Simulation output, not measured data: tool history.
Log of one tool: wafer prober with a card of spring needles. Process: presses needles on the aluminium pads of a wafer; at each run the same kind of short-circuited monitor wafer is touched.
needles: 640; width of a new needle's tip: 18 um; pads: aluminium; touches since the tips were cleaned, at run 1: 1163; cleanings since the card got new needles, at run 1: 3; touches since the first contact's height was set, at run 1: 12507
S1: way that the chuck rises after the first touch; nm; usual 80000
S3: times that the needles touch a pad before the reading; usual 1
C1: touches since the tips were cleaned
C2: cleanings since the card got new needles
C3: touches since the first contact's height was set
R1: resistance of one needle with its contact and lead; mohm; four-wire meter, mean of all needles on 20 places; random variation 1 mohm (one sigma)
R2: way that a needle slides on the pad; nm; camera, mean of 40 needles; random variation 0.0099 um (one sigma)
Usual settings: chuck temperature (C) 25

run 1 day=0 | S1=80000 chuck_temperature_(C)=25 S3=1 | C1=1163 C2=3 C3=12507 | R1=144 R2=13335
-- day=0.425 tips cleaned on abrasive film
run 2 day=0.717 | S1=80000 chuck_temperature_(C)=25 S3=3 | C1=1765 C2=4 C3=16830 | R1=142 R2=13339
-- day=1.05 tips cleaned on abrasive film
run 3 day=1.225 | S1=80000 chuck_temperature_(C)=25 S3=3 | C1=1054 C2=5 C3=19886 | R1=139 R2=13317
-- day=1.692 tips cleaned on abrasive film
run 4 day=1.692 | S1=80000 chuck_temperature_(C)=25 S3=1 | C1=0 C2=6 C3=22693 | R1=139 R2=13325
run 5 day=2.15 | S1=80000 chuck_temperature_(C)=25 S3=1 | C1=2786 C2=6 C3=25479 | R1=149 R2=13314
-- day=2.317 tips cleaned on abrasive film
run 6 day=2.721 | S1=80000 chuck_temperature_(C)=25 S3=1 | C1=2448 C2=7 C3=28920 | R1=149 R2=13330
-- day=2.975 tips cleaned on abrasive film
run 7 day=3.554 | S1=80000 chuck_temperature_(C)=72 S3=1 | C1=3492 C2=8 C3=33944 | R1=156 R2=13292
-- day=3.621 tips cleaned on abrasive film
-- day=4.229 tips cleaned on abrasive film
run 8 day=4.296 | S1=87000 chuck_temperature_(C)=25 S3=1 | C1=416 C2=10 C3=38408 | R1=141 R2=14465
-- day=4.842 tips cleaned on abrasive film
run 9 day=5.096 | S1=80000 chuck_temperature_(C)=25 S3=1 | C1=1543 C2=11 C3=43244 | R1=147 R2=13271
-- day=5.492 tips cleaned on abrasive film
run 10 day=6.054 | S1=80000 chuck_temperature_(C)=25 S3=2 | C1=3429 C2=12 C3=49043 | R1=146 R2=13274
-- day=6.1 tips cleaned on abrasive film
run 11 day=6.583 | S1=80000 chuck_temperature_(C)=25 S3=1 | C1=2920 C2=13 C3=52207 | R1=150 R2=13279
-- day=6.775 tips cleaned on abrasive film
run 12 day=7.058 | S1=80000 chuck_temperature_(C)=56 S3=1 | C1=1722 C2=14 C3=55079 | R1=152 R2=13244
-- day=7.454 tips cleaned on abrasive film
run 13 day=7.975 | S1=89000 chuck_temperature_(C)=25 S3=1 | C1=3178 C2=15 C3=60624 | R1=146 R2=14758
-- day=8.05 tips cleaned on abrasive film
-- day=8.704 tips cleaned on abrasive film
run 14 day=8.708 | S1=80000 chuck_temperature_(C)=38 S3=1 | C1=17 C2=17 C3=65008 | R1=141 R2=13246
-- day=9.325 tips cleaned on abrasive film
run 15 day=9.454 | S1=80000 chuck_temperature_(C)=38 S3=1 | C1=781 C2=18 C3=69522 | R1=148 R2=13232
-- day=9.958 tips cleaned on abrasive film
run 16 day=10.396 | S1=80000 chuck_temperature_(C)=38 S3=1 | C1=2651 C2=19 C3=75210 | R1=152 R2=13204
-- day=10.6 tips cleaned on abrasive film
-- day=11.246 tips cleaned on abrasive film
run 17 day=11.258 | S1=63000 chuck_temperature_(C)=37 S3=3 | C1=57 C2=21 C3=80385 | R1=144 R2=10382
-- day=11.892 tips cleaned on abrasive film
run 18 day=12.058 | S1=63000 chuck_temperature_(C)=37 S3=3 | C1=1013 C2=22 C3=85225 | R1=147 R2=10360
run 19 day=12.458 | S1=63000 chuck_temperature_(C)=37 S3=3 | C1=3429 C2=22 C3=87641 | R1=148 R2=10359

The next listed run, before its measurement:
-- day=12.546 tips cleaned on abrasive film
run 20 day=12.912 | S1=90000 chuck_temperature_(C)=72 S3=1 | C1=2229 C2=23 C3=90376 | R1=? R2=?

R1: 152 mohm
R2: 14868 nm
Without the tool's hidden state the same run would have given R1 144 mohm, R2 15040 nm.
